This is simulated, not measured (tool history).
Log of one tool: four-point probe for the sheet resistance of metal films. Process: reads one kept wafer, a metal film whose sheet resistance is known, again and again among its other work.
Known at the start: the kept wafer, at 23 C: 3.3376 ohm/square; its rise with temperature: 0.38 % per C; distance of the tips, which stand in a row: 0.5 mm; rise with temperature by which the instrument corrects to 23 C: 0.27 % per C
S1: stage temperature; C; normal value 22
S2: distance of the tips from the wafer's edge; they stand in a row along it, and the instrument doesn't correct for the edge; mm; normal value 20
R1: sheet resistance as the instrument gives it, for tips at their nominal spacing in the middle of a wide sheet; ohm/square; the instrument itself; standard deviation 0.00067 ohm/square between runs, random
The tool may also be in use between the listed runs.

run 1 hour=0.0 | S1=22 S2=20 | R1=3.339732
run 2 hour=16.3 | S1=22 S2=20 | R1=3.340694
run 3 hour=28.3 | S1=24 S2=20 | R1=3.348414
run 4 hour=37.0 | S1=24 S2=20 | R1=3.347549
run 5 hour=46.2 | S1=22 S2=20 | R1=3.339439
run 6 hour=63.1 | S1=22 S2=20 | R1=3.340575
run 7 hour=78.4 | S1=22 S2=20 | R1=3.340782
run 8 hour=86.2 | S1=24 S2=20 | R1=3.348038
run 9 hour=103.5 | S1=22 S2=20 | R1=3.340239
run 10 hour=111.1 | S1=22 S2=6 | R1=3.351675
run 11 hour=128.9 | S1=22 S2=20 | R1=3.340727
run 12 hour=144.1 | S1=22 S2=20 | R1=3.341068
run 13 hour=160.9 | S1=22 S2=20 | R1=3.340795
run 14 hour=168.7 | S1=22 S2=20 | R1=3.341257
run 15 hour=183.7 | S1=22 S2=20 | R1=3.341134
run 16 hour=193.9 | S1=22 S2=3 | R1=3.389057
run 17 hour=206.5 | S1=22 S2=3 | R1=3.386899
run 18 hour=218.3 | S1=22 S2=20 | R1=3.341448
run 19 hour=229.6 | S1=26 S2=20 | R1=3.354238
run 20 hour=244.7 | S1=26 S2=20 | R1=3.355124
run 21 hour=259.3 | S1=26 S2=20 | R1=3.357295
run 22 hour=277.5 | S1=26 S2=20 | R1=3.356134
run 23 hour=286.7 | S1=26 S2=20 | R1=3.355608
run 24 hour=304.3 | S1=34 S2=17 | R1=3.383650
run 25 hour=318.4 | S1=34 S2=17 | R1=3.381854
run 26 hour=328.0 | S1=19 S2=3 | R1=3.379632
run 27 hour=344.4 | S1=19 S2=3 | R1=3.377602
run 28 hour=359.8 | S1=33 S2=20 | R1=3.379753
run 29 hour=377.6 | S1=20 S2=64 | R1=3.333425
run 30 hour=387.5 | S1=20 S2=6 | R1=3.347515
run 31 hour=400.4 | S1=32 S2=14 | R1=3.378246
run 32 hour=417.6 | S1=22 S2=14 | R1=3.344019
run 33 hour=426.1 | S1=31 S2=5 | R1=3.390304
run 34 hour=435.8 | S1=21 S2=8 | R1=3.343484
run 35 hour=453.9 | S1=30 S2=45 | R1=3.370676
run 36 hour=461.3 | S1=30 S2=45 | R1=3.369710
run 37 hour=474.0 | S1=30 S2=45 | R1=3.368034
run 38 hour=486.4 | S1=30 S2=45 | R1=3.368380
run 39 hour=504.1 | S1=20 S2=10 | R1=3.338609
run 40 hour=518.8 | S1=20 S2=10 | R1=3.338241
run 41 hour=531.5 | S1=24 S2=70 | R1=3.347213
run 42 hour=543.6 | S1=18 S2=17 | R1=3.328759
run 43 hour=559.8 | S1=18 S2=17 | R1=3.328790
run 44 hour=577.3 | S1=35 S2=31 | R1=3.386676

Each run again, without the hidden state but with its own random variation kept:
Hidden state present: inner tips' distance over the nominal, %; tips' flats over new ones', %; wafer's true temperature over the reading, C; drift of the gauge itself on sheet_ohm, %.
run=1 R1=3.335075
run=2 R1=3.335965
run=3 R1=3.343645
run=4 R1=3.342746
run=5 R1=3.334587
run=6 R1=3.335651
run=7 R1=3.335795
run=8 R1=3.343030
run=9 R1=3.335142
run=10 R1=3.346528
run=11 R1=3.335520
run=12 R1=3.335797
run=13 R1=3.335451
run=14 R1=3.335878
run=15 R1=3.335688
run=16 R1=3.383488
run=17 R1=3.381277
run=18 R1=3.335845
run=19 R1=3.348611
run=20 R1=3.349435
run=21 R1=3.351543
run=22 R1=3.350299
run=23 R1=3.349734
run=24 R1=3.377744
run=25 R1=3.375893
run=26 R1=3.373442
run=27 R1=3.371345
run=28 R1=3.373603
run=29 R1=3.327119
run=30 R1=3.341137
run=31 R1=3.371913
run=32 R1=3.337548
run=33 R1=3.383830
run=34 R1=3.336919
run=35 R1=3.364100
run=36 R1=3.363104
run=37 R1=3.361376
run=38 R1=3.361667
run=39 R1=3.331740
run=40 R1=3.331309
run=41 R1=3.340264
run=42 R1=3.321708
run=43 R1=3.321669
run=44 R1=3.379598
